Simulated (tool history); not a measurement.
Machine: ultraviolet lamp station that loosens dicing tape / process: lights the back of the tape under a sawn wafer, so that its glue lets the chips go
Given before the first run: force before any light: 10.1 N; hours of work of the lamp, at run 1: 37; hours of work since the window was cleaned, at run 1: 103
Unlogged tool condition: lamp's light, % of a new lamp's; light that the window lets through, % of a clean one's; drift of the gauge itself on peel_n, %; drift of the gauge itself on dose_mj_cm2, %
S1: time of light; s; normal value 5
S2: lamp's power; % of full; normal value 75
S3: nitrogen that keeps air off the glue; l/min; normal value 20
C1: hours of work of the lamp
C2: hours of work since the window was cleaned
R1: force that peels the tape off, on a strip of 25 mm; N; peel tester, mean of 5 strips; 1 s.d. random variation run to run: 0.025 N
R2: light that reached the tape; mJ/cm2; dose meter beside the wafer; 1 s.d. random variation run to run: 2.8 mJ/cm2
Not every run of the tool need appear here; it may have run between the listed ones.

run 1 hour=0 | S1=5 S2=75 S3=20 | C1=37 C2=103 | R1=1.383 R2=367
run 2 hour=12.8 | S1=5 S2=75 S3=20 | C1=45 C2=111 | R1=1.358 R2=363
run 3 hour=25.2 | S1=5 S2=75 S3=20 | C1=53 C2=119 | R1=1.359 R2=366
run 4 hour=34.7 | S1=5 S2=75 S3=20 | C1=59 C2=125 | R1=1.394 R2=364
run 5 hour=45.8 | S1=5 S2=75 S3=20 | C1=66 C2=132 | R1=1.361 R2=361
run 6 hour=54.5 | S1=5 S2=75 S3=20 | C1=72 C2=138 | R1=1.386 R2=362
run 7 hour=68.1 | S1=5 S2=75 S3=20 | C1=81 C2=146 | R1=1.404 R2=358
run 8 hour=75 | S1=5 S2=75 S3=20 | C1=85 C2=151 | R1=1.442 R2=354
run 9 hour=91.1 | S1=5 S2=75 S3=20 | C1=95 C2=161 | R1=1.472 R2=352
run 10 hour=99.3 | S1=5 S2=75 S3=20 | C1=101 C2=166 | R1=1.424 R2=355
run 11 hour=106.9 | S1=5 S2=75 S3=15 | C1=105 C2=171 | R1=1.59 R2=354
run 12 hour=113.9 | S1=5 S2=75 S3=15 | C1=110 C2=176 | R1=1.549 R2=349
run 13 hour=123.4 | S1=5 S2=75 S3=15 | C1=116 C2=182 | R1=1.554 R2=348
run 14 hour=131.7 | S1=5 S2=75 S3=15 | C1=121 C2=187 | R1=1.627 R2=350
run 15 hour=146.2 | S1=5 S2=75 S3=15 | C1=130 C2=196 | R1=1.594 R2=343
run 16 hour=161.9 | S1=5 S2=75 S3=15 | C1=141 C2=206 | R1=1.566 R2=348
run 17 hour=176.7 | S1=5 S2=75 S3=15 | C1=150 C2=216 | R1=1.608 R2=339
run 18 hour=184.6 | S1=5 S2=75 S3=20 | C1=155 C2=221 | R1=1.554 R2=345
run 19 hour=195.5 | S1=5 S2=75 S3=20 | C1=162 C2=228 | R1=1.555 R2=342
run 20 hour=207 | S1=5 S2=75 S3=20 | C1=169 C2=235 | R1=1.534 R2=342
run 21 hour=217.7 | S1=5 S2=75 S3=20 | C1=176 C2=242 | R1=1.532 R2=337
run 22 hour=225.6 | S1=5 S2=75 S3=20 | C1=181 C2=247 | R1=1.542 R2=337
run 23 hour=236.8 | S1=6 S2=62 S3=27 | C1=188 C2=254 | R1=1.439 R2=334
run 24 hour=249.5 | S1=5 S2=95 S3=14 | C1=197 C2=262 | R1=1.22 R2=424
run 25 hour=258.5 | S1=9 S2=63 S3=15 | C1=202 C2=268 | R1=0.755 R2=509
run 26 hour=271.4 | S1=9 S2=63 S3=15 | C1=210 C2=276 | R1=0.757 R2=503
run 27 hour=282.7 | S1=4 S2=63 S3=15 | C1=218 C2=283 | R1=3.088 R2=221
run 28 hour=294.4 | S1=4 S2=63 S3=15 | C1=225 C2=291 | R1=3.1 R2=221
run 29 hour=310 | S1=10 S2=84 S3=14 | C1=235 C2=301 | R1=0.382 R2=733
-- hour=311.7 window cleaned of glue's vapour
run 30 hour=324.3 | S1=10 S2=84 S3=14 | C1=244 C2=8 | R1=0.389 R2=713
run 31 hour=336.8 | S1=10 S2=84 S3=14 | C1=252 C2=16 | R1=0.388 R2=720
run 32 hour=351 | S1=5 S2=75 S3=7 | C1=261 C2=25 | R1=2.424 R2=319
run 33 hour=365.2 | S1=2 S2=75 S3=8 | C1=270 C2=34 | R1=5.717 R2=127
-- hour=373 window cleaned of glue's vapour, once more
run 34 hour=381 | S1=2 S2=75 S3=8 | C1=280 C2=5 | R1=5.394 R2=138
run 35 hour=389.1 | S1=2 S2=75 S3=8 | C1=285 C2=10 | R1=5.34 R2=134
run 36 hour=395.9 | S1=2 S2=75 S3=8 | C1=289 C2=15 | R1=5.338 R2=136
run 37 hour=405.4 | S1=2 S2=75 S3=8 | C1=295 C2=21 | R1=5.392 R2=137
run 38 hour=416.4 | S1=2 S2=75 S3=8 | C1=303 C2=28 | R1=5.453 R2=131
run 39 hour=423.9 | S1=6 S2=75 S3=35 | C1=307 C2=33 | R1=0.998 R2=392
run 40 hour=430.6 | S1=7 S2=97 S3=35 | C1=312 C2=37 | R1=0.396 R2=600
run 41 hour=443.7 | S1=3 S2=82 S3=28 | C1=320 C2=45 | R1=2.767 R2=215
run 42 hour=454.2 | S1=5 S2=74 S3=20 | C1=327 C2=52 | R1=1.66 R2=323
run 43 hour=465.2 | S1=5 S2=89 S3=12 | C1=334 C2=59 | R1=1.482 R2=382
run 44 hour=473.9 | S1=8 S2=63 S3=40 | C1=339 C2=64 | R1=0.782 R2=439

Forecast each of these 3 alternatives for the next run:
run A hour=486.4 | S1=2 S2=63 S3=40 | C1=347 C2=72 | R1=? R2=?
run B hour=486.4 | S1=4 S2=70 S3=20 | C1=347 C2=72 | R1=? R2=?
run C hour=486.4 | S1=3 S2=75 S3=20 | C1=347 C2=72 | R1=? R2=?

run=A R1=4.938 R2=107
run=B R1=2.619 R2=239
run=C R1=3.321 R2=196
What these runs would have given with no unlogged condition in the tool:
run=A R1=4.354 R2=127
run=B R1=2.057 R2=283
run=C R1=2.722 R2=232
